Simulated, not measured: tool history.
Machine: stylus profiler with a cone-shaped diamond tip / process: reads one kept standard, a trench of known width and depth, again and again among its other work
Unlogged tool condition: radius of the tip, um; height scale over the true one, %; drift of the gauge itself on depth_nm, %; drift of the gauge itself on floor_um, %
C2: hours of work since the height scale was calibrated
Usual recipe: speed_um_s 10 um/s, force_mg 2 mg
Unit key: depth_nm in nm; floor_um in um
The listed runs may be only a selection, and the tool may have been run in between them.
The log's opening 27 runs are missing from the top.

{"run": 28, "hour": 2432.8, "speed_um_s": 2, "force_mg": 2.98, "scans with this tip": 18789, "C2": 425, "depth_nm": 1010.82, "floor_um": 95.99}
{"run": 29, "hour": 2521.0, "speed_um_s": 8, "force_mg": 2.77, "scans with this tip": 19056, "C2": 479, "depth_nm": 1010.29, "floor_um": 95.96}
{"run": 30, "hour": 2593.9, "speed_um_s": 8, "force_mg": 2.77, "scans with this tip": 19276, "C2": 524, "depth_nm": 1010.5, "floor_um": 95.95}
{"run": 31, "hour": 2655.0, "speed_um_s": 3, "force_mg": 1.18, "scans with this tip": 19460, "C2": 562, "depth_nm": 1005.95, "floor_um": 95.95}
{"run": 32, "hour": 2708.0, "speed_um_s": 3, "force_mg": 1.18, "scans with this tip": 19621, "C2": 594, "depth_nm": 1005.75, "floor_um": 96}
{"run": 33, "hour": 2815.5, "speed_um_s": 27, "force_mg": 1.34, "scans with this tip": 19945, "C2": 660, "depth_nm": 1005.86, "floor_um": 95.88}
{"run": 34, "hour": 2870.6, "speed_um_s": 17, "force_mg": 3.15, "scans with this tip": 20112, "C2": 694, "depth_nm": 1011.47, "floor_um": 95.97}
{"run": 35, "hour": 2937.9, "speed_um_s": 17, "force_mg": 3.15, "scans with this tip": 20315, "C2": 735, "depth_nm": 1011.17, "floor_um": 95.9}
{"run": 36, "hour": 2999.1, "speed_um_s": 8, "force_mg": 1.17, "scans with this tip": 20500, "C2": 773, "depth_nm": 1005.89, "floor_um": 95.97}

Below are 4 alternative next runs, each starting from the tool's condition after run 36. Predict each:
{"run": "A", "hour": 3100.5, "speed_um_s": 20, "force_mg": 0.97, "scans with this tip": 20806, "C2": 835, "depth_nm": "?", "floor_um": "?"}
{"run": "B", "hour": 3100.5, "speed_um_s": 26, "force_mg": 2.34, "scans with this tip": 20806, "C2": 835, "depth_nm": "?", "floor_um": "?"}
{"run": "C", "hour": 3100.5, "speed_um_s": 8, "force_mg": 1.29, "scans with this tip": 20806, "C2": 835, "depth_nm": "?", "floor_um": "?"}
{"run": "D", "hour": 3100.5, "speed_um_s": 2, "force_mg": 1.17, "scans with this tip": 20806, "C2": 835, "depth_nm": "?", "floor_um": "?"}

run=A depth_nm=1005.13 floor_um=95.83
run=B depth_nm=1008.98 floor_um=95.91
run=C depth_nm=1006.22 floor_um=95.82
run=D depth_nm=1005.89 floor_um=95.93
Take away the tool's hidden state, keep each run's random variation, and the runs would have read:
run=A depth_nm=1005.11 floor_um=95.85
run=B depth_nm=1008.97 floor_um=95.93
run=C depth_nm=1006.21 floor_um=95.84
run=D depth_nm=1005.88 floor_um=95.95

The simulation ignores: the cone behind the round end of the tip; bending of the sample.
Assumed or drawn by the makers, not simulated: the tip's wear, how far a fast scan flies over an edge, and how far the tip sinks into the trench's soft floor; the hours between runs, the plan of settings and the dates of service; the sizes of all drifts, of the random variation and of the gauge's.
